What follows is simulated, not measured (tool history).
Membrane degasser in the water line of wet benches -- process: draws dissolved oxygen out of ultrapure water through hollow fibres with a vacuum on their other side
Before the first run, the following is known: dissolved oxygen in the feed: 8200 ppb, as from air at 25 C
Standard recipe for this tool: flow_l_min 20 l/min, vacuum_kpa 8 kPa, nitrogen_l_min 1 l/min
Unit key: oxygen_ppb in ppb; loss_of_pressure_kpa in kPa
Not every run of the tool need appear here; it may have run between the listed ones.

Run 1, day 0: usual settings. Result: oxygen_ppb 260.7 ppb, loss_of_pressure_kpa 26.68 kPa.
Run 2, day 2.992: usual settings. Result: oxygen_ppb 255.4 ppb, loss_of_pressure_kpa 26.68 kPa.
Run 3, day 5.362: usual settings but flow_l_min 16 l/min. Result: oxygen_ppb 198 ppb, loss_of_pressure_kpa 21.48 kPa.
Run 4, day 7.912: usual settings but flow_l_min 16 l/min. Result: oxygen_ppb 194.3 ppb, loss_of_pressure_kpa 21.69 kPa.
Run 5, day 10.933: usual settings. Result: oxygen_ppb 256.5 ppb, loss_of_pressure_kpa 26.59 kPa.
Run 6, day 12.692: usual settings but flow_l_min 22 l/min, vacuum_kpa 10.57 kPa. Result: oxygen_ppb 412.6 ppb, loss_of_pressure_kpa 29.5 kPa.
Run 7, day 15.317: usual settings but flow_l_min 22 l/min, vacuum_kpa 10.57 kPa. Result: oxygen_ppb 406.9 ppb, loss_of_pressure_kpa 29.01 kPa.
Run 8, day 17.546: usual settings but flow_l_min 15 l/min, vacuum_kpa 9.72 kPa, nitrogen_l_min 1.91 l/min. Result: oxygen_ppb 137.8 ppb, loss_of_pressure_kpa 20.08 kPa.
Run 9, day 18.833: usual settings but flow_l_min 14 l/min, nitrogen_l_min 0.74 l/min. Result: oxygen_ppb 217.4 ppb, loss_of_pressure_kpa 18.84 kPa.
Run 10, day 20.308: usual settings but flow_l_min 29 l/min, vacuum_kpa 11.14 kPa, nitrogen_l_min 0.74 l/min. Result: oxygen_ppb 710.3 ppb, loss_of_pressure_kpa 38.67 kPa.

Here are 4 independent what-if runs from the current tool condition. What would each one return?
Run A, day 22.588: usual settings but flow_l_min 15 l/min, vacuum_kpa 11.14 kPa, nitrogen_l_min 0.74 l/min. Result: oxygen_ppb ?, loss_of_pressure_kpa ?.
Run B, day 22.588: usual settings but flow_l_min 15 l/min, vacuum_kpa 11.14 kPa, nitrogen_l_min 0.74 l/min. Result: oxygen_ppb ?, loss_of_pressure_kpa ?.
Run C, day 22.588: usual settings but flow_l_min 29 l/min, vacuum_kpa 11.14 kPa, nitrogen_l_min 0.47 l/min. Result: oxygen_ppb ?, loss_of_pressure_kpa ?.
Run D, day 22.588: usual settings but flow_l_min 14 l/min, vacuum_kpa 11.14 kPa, nitrogen_l_min 1.35 l/min. Result: oxygen_ppb ?, loss_of_pressure_kpa ?.

run  oxygen_ppb  loss_of_pressure_kpa
  A       364.9                 19.98
  B       366.6                 20.29
  C       950.1                  38.7
  D       204.2                 18.67
Had the tool no hidden state, the same runs would have come out as:
run  oxygen_ppb  loss_of_pressure_kpa
  A       359.4                  19.8
  B         361                 20.11
  C       938.1                 38.36
  D       200.6                  18.5
